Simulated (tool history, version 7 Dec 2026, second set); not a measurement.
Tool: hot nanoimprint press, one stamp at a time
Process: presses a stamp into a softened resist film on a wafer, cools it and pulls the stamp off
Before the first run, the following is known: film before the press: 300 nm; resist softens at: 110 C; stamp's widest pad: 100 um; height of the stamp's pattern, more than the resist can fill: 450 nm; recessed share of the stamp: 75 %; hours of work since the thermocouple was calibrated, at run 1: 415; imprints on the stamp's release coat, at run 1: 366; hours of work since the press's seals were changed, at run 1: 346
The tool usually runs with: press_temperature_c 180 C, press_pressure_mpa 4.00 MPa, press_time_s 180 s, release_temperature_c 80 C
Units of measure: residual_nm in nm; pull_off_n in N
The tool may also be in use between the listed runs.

run   hour  press_temperature_c  press_pressure_mpa  press_time_s  release_temperature_c  hours of work since the thermocouple was calibrated  imprints on the stamp's release coat  hours of work since the press's seals were changed  residual_nm  pull_off_n
  1    0.0                  180                4.00           180                     80                                                  415                                   366                                                 346        179.7         155
  2   18.1                  180                4.00           180                     80                                                  426                                   454                                                 357        181.3         156
      39.9  -- plate thermocouple calibrated
  3   44.5                  180                5.74           180                     80                                                    3                                   568                                                 372        159.5         158
  4   62.8                  180                4.00           180                     80                                                   15                                   657                                                 384        181.9         161
  5   81.0                  180                4.00           180                     80                                                   26                                   746                                                 395        180.5         163
  6   94.9                  180                4.00           180                     80                                                   35                                   813                                                 404        182.9         161
     113.7  -- plate thermocouple calibrated, once more
  7  116.1                  180                4.00           180                     80                                                    2                                   902                                                 416        175.6         162
  8  133.4                  180                4.00           180                     67                                                   13                                   986                                                 427        176.4         202
  9  147.7                  180                4.00           203                     67                                                   22                                  1056                                                 436        168.3         206
     155.7  -- stamp cleaned and given a new release coat
 10  168.6                  180                4.00           203                     67                                                   31                                    63                                                 446        167.0         193
 11  189.4                  180                4.00           203                     67                                                   45                                   164                                                 459        170.3         194
 12  201.1                  180                4.00           180                     68                                                   52                                   221                                                 467        176.6         189
 13  220.7                  170                4.00           180                     80                                                   65                                   316                                                 479        223.3         152
 14  243.4                  180                3.14           180                     80                                                   79                                   427                                                 494        189.6         156
 15  256.4                  180                3.14           180                     80                                                   87                                   490                                                 502        190.5         154
 16  269.4                  182                2.84           180                     80                                                   96                                   554                                                 510        188.4         155
 17  289.0                  183                4.00           180                     80                                                  108                                   649                                                 523        164.1         159
 18  303.3                  182                5.21           142                     70                                                  118                                   719                                                 532        165.1         192
 19  324.1                  182                5.21           142                     78                                                  131                                   820                                                 545        166.4         167
 20  345.3                  178                3.43           180                     80                                                  144                                   924                                                 559        197.3         159
 21  367.0                  180                4.00           133                     70                                                  158                                  1029                                                 573        195.2         202
     381.3  -- stamp cleaned and given a new release coat
 22  393.3                  179                4.74           119                     84                                                  171                                    59                                                 586        196.3         138
 23  413.7                  179                4.74           119                     84                                                  184                                   158                                                 599        196.3         141
 24  431.0                  179                4.74           148                     75                                                  195                                   242                                                 610        186.0         168
 25  452.3                  185                4.74           308                     75                                                  209                                   346                                                 623        119.5         173
 26  469.4                  180                4.00           180                     81                                                  220                                   429                                                 634        180.9         152
 27  490.5                  182                4.00           180                     80                                                  233                                   532                                                 648        169.6         154
 28  502.3                  182                4.00           108                     69                                                  241                                   590                                                 655        197.1         198
 29  524.0                  182                4.00           108                     69                                                  255                                   695                                                 669        199.9         198

Each row is a separate what-if for the run after 29, all from the same tool condition, not one after another. Results?
  A  540.1                  179                5.14           108                     69                                                  265                                   774                                                 680            ?           ?
  B  540.1                  180                4.00           180                     84                                                  265                                   774                                                 680            ?           ?
  C  540.1                  191                2.80           108                     73                                                  265                                   774                                                 680            ?           ?

run  residual_nm  pull_off_n
  A        200.0         197
  B        180.8         150
  C        178.9         185
What these runs would have given with no unlogged condition in the tool:
run  residual_nm  pull_off_n
  A        191.2         182
  B        172.8         138
  C        172.6         170

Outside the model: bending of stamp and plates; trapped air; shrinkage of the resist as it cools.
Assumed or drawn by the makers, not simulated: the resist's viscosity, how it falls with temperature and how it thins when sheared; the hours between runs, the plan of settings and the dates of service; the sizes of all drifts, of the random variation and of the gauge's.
